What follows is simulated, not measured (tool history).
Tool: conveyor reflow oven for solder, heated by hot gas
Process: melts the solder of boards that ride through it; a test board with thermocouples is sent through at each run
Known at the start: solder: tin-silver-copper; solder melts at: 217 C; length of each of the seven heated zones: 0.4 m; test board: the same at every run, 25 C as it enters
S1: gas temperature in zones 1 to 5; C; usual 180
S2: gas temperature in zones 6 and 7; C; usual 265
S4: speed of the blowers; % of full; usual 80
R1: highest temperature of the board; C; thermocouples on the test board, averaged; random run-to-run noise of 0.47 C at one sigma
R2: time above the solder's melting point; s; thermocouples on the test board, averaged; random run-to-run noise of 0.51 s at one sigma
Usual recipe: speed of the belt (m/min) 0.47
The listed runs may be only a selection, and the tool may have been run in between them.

run 1 day=0 | S1=180 S2=265 speed_of_the_belt_(m/min)=0.47 S4=80 | R1=255.6 R2=85.4
run 2 day=0.496 | S1=180 S2=265 speed_of_the_belt_(m/min)=0.391 S4=80 | R1=259.6 R2=107.5
run 3 day=0.912 | S1=190 S2=265 speed_of_the_belt_(m/min)=0.47 S4=80 | R1=256.9 R2=91.4
run 4 day=1.188 | S1=190 S2=265 speed_of_the_belt_(m/min)=0.47 S4=80 | R1=257 R2=91.4
run 5 day=1.608 | S1=190 S2=265 speed_of_the_belt_(m/min)=0.47 S4=80 | R1=256 R2=91.4
run 6 day=2.021 | S1=190 S2=265 speed_of_the_belt_(m/min)=0.47 S4=58 | R1=252.8 R2=87.6
run 7 day=2.421 | S1=190 S2=265 speed_of_the_belt_(m/min)=0.47 S4=58 | R1=253.2 R2=87
run 8 day=2.733 | S1=180 S2=265 speed_of_the_belt_(m/min)=0.404 S4=80 | R1=258.4 R2=103.9
run 9 day=3.071 | S1=180 S2=265 speed_of_the_belt_(m/min)=0.404 S4=66 | R1=256.5 R2=99.7
run 10 day=3.492 | S1=180 S2=265 speed_of_the_belt_(m/min)=0.404 S4=66 | R1=256.4 R2=100.2
run 11 day=3.854 | S1=180 S2=265 speed_of_the_belt_(m/min)=0.47 S4=80 | R1=255.9 R2=85.6
run 12 day=4.158 | S1=180 S2=265 speed_of_the_belt_(m/min)=0.47 S4=80 | R1=255.4 R2=85.2
run 13 day=4.708 | S1=180 S2=263 speed_of_the_belt_(m/min)=0.47 S4=80 | R1=253.6 R2=83.9
run 14 day=5.208 | S1=180 S2=263 speed_of_the_belt_(m/min)=0.47 S4=84 | R1=254.9 R2=83.9
run 15 day=5.592 | S1=180 S2=263 speed_of_the_belt_(m/min)=0.47 S4=84 | R1=254.9 R2=83.6
run 16 day=5.946 | S1=180 S2=263 speed_of_the_belt_(m/min)=0.47 S4=84 | R1=253.6 R2=85
run 17 day=6.512 | S1=181 S2=263 speed_of_the_belt_(m/min)=0.523 S4=84 | R1=250.6 R2=74.2
run 18 day=7.067 | S1=181 S2=263 speed_of_the_belt_(m/min)=0.523 S4=84 | R1=252.8 R2=73.2
run 19 day=7.312 | S1=190 S2=265 speed_of_the_belt_(m/min)=0.47 S4=63 | R1=254.3 R2=89
run 20 day=7.804 | S1=190 S2=265 speed_of_the_belt_(m/min)=0.47 S4=60 | R1=252.3 R2=87.5
run 21 day=8.208 | S1=180 S2=265 speed_of_the_belt_(m/min)=0.47 S4=51 | R1=248.2 R2=75.7
run 22 day=8.638 | S1=180 S2=265 speed_of_the_belt_(m/min)=0.47 S4=86 | R1=256.4 R2=85.5
run 23 day=8.904 | S1=177 S2=261 speed_of_the_belt_(m/min)=0.47 S4=86 | R1=252.4 R2=82
run 24 day=9.258 | S1=182 S2=265 speed_of_the_belt_(m/min)=0.529 S4=80 | R1=253.5 R2=73
run 25 day=9.825 | S1=182 S2=276 speed_of_the_belt_(m/min)=0.529 S4=80 | R1=262.5 R2=80
run 26 day=10.142 | S1=195 S2=255 speed_of_the_belt_(m/min)=0.491 S4=80 | R1=247.7 R2=84.3
run 27 day=10.725 | S1=195 S2=278 speed_of_the_belt_(m/min)=0.385 S4=80 | R1=273.3 R2=126.6
run 28 day=11.062 | S1=195 S2=276 speed_of_the_belt_(m/min)=0.469 S4=80 | R1=267.4 R2=101.5
run 29 day=11.346 | S1=195 S2=276 speed_of_the_belt_(m/min)=0.469 S4=80 | R1=267 R2=100.8
run 30 day=11.717 | S1=195 S2=276 speed_of_the_belt_(m/min)=0.469 S4=80 | R1=267.3 R2=101.1
run 31 day=12.229 | S1=172 S2=265 speed_of_the_belt_(m/min)=0.47 S4=80 | R1=254.7 R2=80.3

For some of the steps in R1 from one run to the next: how much would appear even if the tool had no hidden state, given the settings, what came in and random variation, and how much remains for the hidden state plus any gauge scatter that the measured result and the result without hidden state don't share?
The hidden state here: heat that the gas passes to the board, % of a clean oven's; belt's true speed, % of the reading; true gas temperature in zones 6 and 7 over the reading, C; drift of the gauge itself on peak_c, C; drift of the gauge itself on liquid_s, %.
Run 10 -> 11: speed of the belt (m/min) 0.404 -> 0.47, S4 66 -> 80. R1 -0.5 C: hidden state -0.2, all else -0.3.
Run 18 -> 19: S1 181 -> 190, S2 263 -> 265, speed of the belt (m/min) 0.523 -> 0.47, S4 84 -> 63. R1 +1.5 C: hidden state +0.2, all else +1.3.
Run 21 -> 22: S4 51 -> 86. R1 +8.2 C: hidden state -0.3, all else +8.5.
Run 25 -> 26: S1 182 -> 195, S2 276 -> 255, speed of the belt (m/min) 0.529 -> 0.491. R1 -14.8 C: hidden state +0.2, all else -15.
Run 26 -> 27: S2 255 -> 278, speed of the belt (m/min) 0.491 -> 0.385. R1 +25.6 C: hidden state +0.1, all else +25.5.
Run 30 -> 31: S1 195 -> 172, S2 276 -> 265, speed of the belt (m/min) 0.469 -> 0.47. R1 -12.6 C: hidden state -0.2, all else -12.4.
